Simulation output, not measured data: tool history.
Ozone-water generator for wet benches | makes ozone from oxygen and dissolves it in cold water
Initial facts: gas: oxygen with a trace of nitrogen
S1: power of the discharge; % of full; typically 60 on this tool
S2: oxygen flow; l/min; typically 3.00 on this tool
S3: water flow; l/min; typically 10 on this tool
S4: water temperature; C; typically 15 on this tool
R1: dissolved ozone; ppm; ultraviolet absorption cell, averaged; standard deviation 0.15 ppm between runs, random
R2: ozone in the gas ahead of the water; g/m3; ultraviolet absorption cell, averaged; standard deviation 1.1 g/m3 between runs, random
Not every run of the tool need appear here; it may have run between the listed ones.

run,day,S1,S2,S3,S4,R1,R2
1,0.000,60,3.00,10,15,15.8,180.7
2,0.925,60,3.00,10,15,16.0,179.0
3,2.108,60,3.00,10,15,15.7,180.5
4,2.754,60,3.00,10,15,15.9,178.4
5,3.554,60,3.00,10,15,15.7,181.3
6,4.792,60,3.00,10,17,15.3,178.1
7,5.571,41,3.00,10,15,12.1,138.5
8,6.392,41,3.00,10,15,11.8,140.8
9,7.100,41,3.00,10,15,12.3,138.4
10,8.100,46,3.00,10,15,13.3,150.3
11,8.929,60,3.00,10,15,15.6,179.5
12,9.554,60,3.00,10,15,15.5,180.0
13,10.608,60,3.00,10,15,15.6,179.0
14,11.729,60,2.67,10,15,15.4,190.2
15,12.904,60,3.00,15,15,11.1,177.4
16,13.758,60,4.21,15,13,11.7,150.5
17,14.829,53,2.35,9,23,13.9,184.8
18,15.467,60,3.00,6,11,24.4,178.7
19,16.621,60,3.00,6,11,24.4,178.6
20,17.783,60,1.87,10,12,15.6,230.3
21,18.283,48,1.56,11,8,12.3,217.1
22,19.004,48,3.75,11,8,13.8,137.0
23,19.567,83,3.00,10,15,18.8,221.3
24,20.279,78,3.00,10,15,18.2,212.3
25,21.379,78,1.58,10,10,18.1,295.1
26,21.896,44,2.96,13,8,10.8,144.8
27,22.933,60,3.13,10,20,13.7,172.5
28,24.025,60,3.13,10,20,14.3,175.1

5 options for the next run, each taken on its own from the tool as it stands now. Forecast them:
A,24.654,60,5.33,10,20,?,?
B,24.654,68,3.13,12,22,?,?
C,24.654,89,2.94,7,20,?,?
D,24.654,52,3.00,10,15,?,?
E,24.654,60,3.15,10,20,?,?

run,R1,R2
A,13.4,131.6
B,13.0,187.3
C,23.9,237.5
D,13.5,159.8
E,14.1,172.8
Without the tool's hidden state the same runs would have given:
run,R1,R2
A,15.6,136.9
B,15.3,195.6
C,28.0,249.9
D,15.6,165.6
E,16.4,179.7
